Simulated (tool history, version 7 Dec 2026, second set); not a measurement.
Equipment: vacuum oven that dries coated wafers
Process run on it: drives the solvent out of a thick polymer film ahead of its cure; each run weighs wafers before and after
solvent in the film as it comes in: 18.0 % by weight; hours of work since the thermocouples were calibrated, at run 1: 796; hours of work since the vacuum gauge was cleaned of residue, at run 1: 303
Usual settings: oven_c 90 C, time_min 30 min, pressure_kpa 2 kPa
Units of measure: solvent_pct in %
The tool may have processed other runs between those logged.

run   hour  oven_c  time_min  pressure_kpa  hours of work since the thermocouples were calibrated  hours of work since the vacuum gauge was cleaned of residue  solvent_pct
  1      0      90        30             2                                                    796                                                          303        3.064
  2    9.4      90        30             2                                                    802                                                          309         3.07
  3   21.6      90        30          1.13                                                    809                                                          317        2.589
  4   31.9      90        30          1.13                                                    815                                                          323        2.585
  5   43.8      90        30          1.13                                                    823                                                          330        2.587
  6   61.1      90        30          1.13                                                    833                                                          341        2.581
  7   81.4      90        30          1.13                                                    846                                                          353        2.583
  8   95.5      90        51          1.13                                                    854                                                          362        1.207
  9  109.1      90        51          1.13                                                    863                                                          370        1.213
 10  121.6      90        51          1.13                                                    870                                                          378        1.212
 11  140.1      90        51          1.13                                                    881                                                          389        1.205
 12  152.7      90        30          3.61                                                    889                                                          397        3.962
 13  166.4      90        30          3.61                                                    898                                                          405        3.958
 14  183.9      90        35          3.61                                                    908                                                          416        3.479
 15    204      90        30             2                                                    920                                                          428         3.07
 16  220.6      92        30             2                                                    931                                                          438        2.508
 17  237.8      92        30             2                                                    941                                                          449        2.505
 18  252.9      92        30             2                                                    950                                                          458        2.507
 19  273.2      92        30             2                                                    963                                                          470        2.508
 20  285.4      90        51             2                                                    970                                                          478        1.735
 21  295.3      86        43          1.35                                                    976                                                          484        2.552
 22  305.5      86        43          1.35                                                    982                                                          490        2.562
     309.3  -- oven's thermocouples calibrated
 23  320.9      80        41          2.87                                                      7                                                          498        5.775
 24  334.8      80        41          6.09                                                     16                                                          507        8.076
 25  351.5      80        41          6.09                                                     26                                                          517        8.086
 26    370      80        41          6.09                                                     37                                                          528         8.11
 27    390      80        41          6.09                                                     49                                                          540        8.075
     406.2  -- oven's thermocouples calibrated, once more
 28  408.1      80        41          6.09                                                      1                                                          550        8.878
 29  418.4      90        52             2                                                      7                                                          556        1.955
 30  433.5      90        52             2                                                     17                                                          566        1.948
 31  445.4      83        19             2                                                     24                                                          573        8.295
 32  457.8      83        19             2                                                     32                                                          580        8.294
 33  473.1      90        30           1.3                                                     41                                                          590        3.114
 34  490.2      90        44          1.69                                                     51                                                          600        2.123
 35  508.9      90        42          3.36                                                     63                                                          612        3.259
 36  528.9      95        21          4.08                                                     75                                                          624        4.304
 37  545.8      95        21          4.08                                                     85                                                          634        4.308
 38    561      95        21          1.44                                                     94                                                          643        3.068
 39  579.2      95        21          1.44                                                    106                                                          654        3.052

Below, some changes in solvent_pct between adjacent runs. For each, the amount present without the hidden state too (settings, incoming material, random variation) and the amount remaining for the hidden state with gauge scatter not shared by both compared results:
What the log doesn't record here: true wafer temperature over the reading, C; true pressure over the reading, kPa; drift of the gauge itself on solvent_pct, %.
Run 11 -> 12: time_min 51 -> 30, pressure_kpa 1.13 -> 3.61. solvent_pct +2.757 %: hidden state -0.224, all else +2.981.
Run 22 -> 23: oven_c 86 -> 80, time_min 43 -> 41, pressure_kpa 1.35 -> 2.87, oven's thermocouples calibrated. solvent_pct +3.213 %: hidden state -0.261, all else +3.474.
Run 27 -> 28: oven's thermocouples calibrated, once more. solvent_pct +0.803 %: hidden state +0.789, all else +0.014.
Run 28 -> 29: oven_c 80 -> 90, time_min 41 -> 52, pressure_kpa 6.09 -> 2. solvent_pct -6.923 %: hidden state -0.066, all else -6.857.
Run 30 -> 31: oven_c 90 -> 83, time_min 52 -> 19. solvent_pct +6.347 %: hidden state +0.012, all else +6.335.
Run 32 -> 33: oven_c 83 -> 90, time_min 19 -> 30, pressure_kpa 2 -> 1.3. solvent_pct -5.18 %: hidden state -0.003, all else -5.177.
